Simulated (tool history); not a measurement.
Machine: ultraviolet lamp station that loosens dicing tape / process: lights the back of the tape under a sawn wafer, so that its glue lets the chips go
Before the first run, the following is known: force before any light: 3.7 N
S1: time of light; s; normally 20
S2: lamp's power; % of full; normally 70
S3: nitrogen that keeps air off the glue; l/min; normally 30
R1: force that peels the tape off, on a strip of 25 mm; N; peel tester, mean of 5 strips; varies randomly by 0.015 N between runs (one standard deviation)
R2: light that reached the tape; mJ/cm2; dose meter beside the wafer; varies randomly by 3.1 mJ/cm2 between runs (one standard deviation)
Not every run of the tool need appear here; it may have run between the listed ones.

{"run": 1, "hour": 0.0, "S1": 20, "S2": 70, "S3": 30, "R1": 0.944, "R2": 380}
{"run": 2, "hour": 44.5, "S1": 20, "S2": 80, "S3": 30, "R1": 0.814, "R2": 431}
{"run": 3, "hour": 90.4, "S1": 20, "S2": 94, "S3": 30, "R1": 0.694, "R2": 498}
{"run": 4, "hour": 135.8, "S1": 20, "S2": 94, "S3": 30, "R1": 0.698, "R2": 483}
{"run": 5, "hour": 168.4, "S1": 20, "S2": 91, "S3": 30, "R1": 0.713, "R2": 461}
{"run": 6, "hour": 207.0, "S1": 20, "S2": 70, "S3": 30, "R1": 1.089, "R2": 348}
{"run": 7, "hour": 229.8, "S1": 20, "S2": 70, "S3": 30, "R1": 1.087, "R2": 338}
{"run": 8, "hour": 262.2, "S1": 20, "S2": 69, "S3": 30, "R1": 1.122, "R2": 331}
{"run": 9, "hour": 301.1, "S1": 20, "S2": 69, "S3": 30, "R1": 1.159, "R2": 323}
{"run": 10, "hour": 351.0, "S1": 20, "S2": 69, "S3": 30, "R1": 1.13, "R2": 311}
{"run": 11, "hour": 389.3, "S1": 20, "S2": 69, "S3": 30, "R1": 1.185, "R2": 309}
{"run": 12, "hour": 412.4, "S1": 20, "S2": 69, "S3": 30, "R1": 1.168, "R2": 310}
{"hour": 436.9, "done": "window cleaned of glue's vapour"}
{"run": 13, "hour": 436.9, "S1": 20, "S2": 69, "S3": 30, "R1": 0.968, "R2": 364}
{"run": 14, "hour": 462.7, "S1": 20, "S2": 69, "S3": 30, "R1": 1.025, "R2": 356}
{"run": 15, "hour": 495.4, "S1": 20, "S2": 70, "S3": 30, "R1": 1.006, "R2": 358}
{"run": 16, "hour": 530.5, "S1": 20, "S2": 70, "S3": 28, "R1": 1.039, "R2": 351}
{"run": 17, "hour": 569.5, "S1": 20, "S2": 74, "S3": 30, "R1": 1.011, "R2": 360}
{"run": 18, "hour": 593.7, "S1": 20, "S2": 74, "S3": 15, "R1": 1.204, "R2": 354}
{"run": 19, "hour": 641.0, "S1": 20, "S2": 70, "S3": 30, "R1": 1.062, "R2": 329}
{"run": 20, "hour": 672.3, "S1": 20, "S2": 82, "S3": 30, "R1": 0.935, "R2": 374}
{"run": 21, "hour": 718.3, "S1": 20, "S2": 82, "S3": 30, "R1": 0.963, "R2": 370}
{"run": 22, "hour": 759.4, "S1": 20, "S2": 82, "S3": 30, "R1": 1.022, "R2": 363}
{"run": 23, "hour": 795.6, "S1": 20, "S2": 70, "S3": 18, "R1": 1.389, "R2": 303}
{"run": 24, "hour": 844.3, "S1": 24, "S2": 70, "S3": 18, "R1": 1.196, "R2": 348}
{"run": 25, "hour": 884.7, "S1": 27, "S2": 88, "S3": 22, "R1": 0.759, "R2": 487}
{"run": 26, "hour": 927.0, "S1": 20, "S2": 70, "S3": 31, "R1": 1.316, "R2": 279}
{"run": 27, "hour": 970.8, "S1": 21, "S2": 70, "S3": 57, "R1": 1.084, "R2": 286}
{"run": 28, "hour": 1009.3, "S1": 20, "S2": 85, "S3": 14, "R1": 1.403, "R2": 326}
{"run": 29, "hour": 1054.5, "S1": 20, "S2": 85, "S3": 14, "R1": 1.445, "R2": 313}
{"run": 30, "hour": 1077.9, "S1": 21, "S2": 97, "S3": 18, "R1": 1.118, "R2": 373}
{"hour": 1085.9, "done": "lamp changed"}
{"hour": 1111.6, "done": "window cleaned of glue's vapour"}
{"run": 31, "hour": 1116.6, "S1": 21, "S2": 97, "S3": 18, "R1": 0.537, "R2": 670}
{"run": 32, "hour": 1155.4, "S1": 34, "S2": 63, "S3": 23, "R1": 0.45, "R2": 689}
{"run": 33, "hour": 1203.7, "S1": 34, "S2": 63, "S3": 23, "R1": 0.481, "R2": 680}
{"run": 34, "hour": 1227.4, "S1": 34, "S2": 63, "S3": 23, "R1": 0.503, "R2": 670}
{"run": 35, "hour": 1267.3, "S1": 35, "S2": 70, "S3": 30, "R1": 0.39, "R2": 745}
{"run": 36, "hour": 1314.6, "S1": 35, "S2": 70, "S3": 30, "R1": 0.394, "R2": 731}
{"run": 37, "hour": 1338.5, "S1": 35, "S2": 70, "S3": 30, "R1": 0.401, "R2": 729}
{"run": 38, "hour": 1365.3, "S1": 13, "S2": 82, "S3": 30, "R1": 1.19, "R2": 308}
{"run": 39, "hour": 1407.1, "S1": 34, "S2": 63, "S3": 13, "R1": 0.707, "R2": 617}
{"run": 40, "hour": 1451.3, "S1": 21, "S2": 63, "S3": 9, "R1": 1.413, "R2": 375}
{"run": 41, "hour": 1491.7, "S1": 21, "S2": 63, "S3": 9, "R1": 1.418, "R2": 363}
{"run": 42, "hour": 1534.0, "S1": 19, "S2": 70, "S3": 30, "R1": 1.031, "R2": 361}
{"run": 43, "hour": 1559.3, "S1": 11, "S2": 69, "S3": 30, "R1": 1.709, "R2": 200}
{"run": 44, "hour": 1606.7, "S1": 17, "S2": 69, "S3": 43, "R1": 1.082, "R2": 306}

Branching from run 44: 3 alternative next runs. What would each branch give?
{"run": "A", "hour": 1655.1, "S1": 17, "S2": 89, "S3": 17, "R1": "?", "R2": "?"}
{"run": "B", "hour": 1655.1, "S1": 11, "S2": 60, "S3": 32, "R1": "?", "R2": "?"}
{"run": "C", "hour": 1655.1, "S1": 32, "S2": 65, "S3": 10, "R1": "?", "R2": "?"}

run=A R1=1.144 R2=380
run=B R1=1.895 R2=164
run=C R1=0.965 R2=527
With no hidden state in the tool, these same runs would have given:
run=A R1=0.83 R2=501
run=B R1=1.559 R2=217
run=C R1=0.68 R2=693
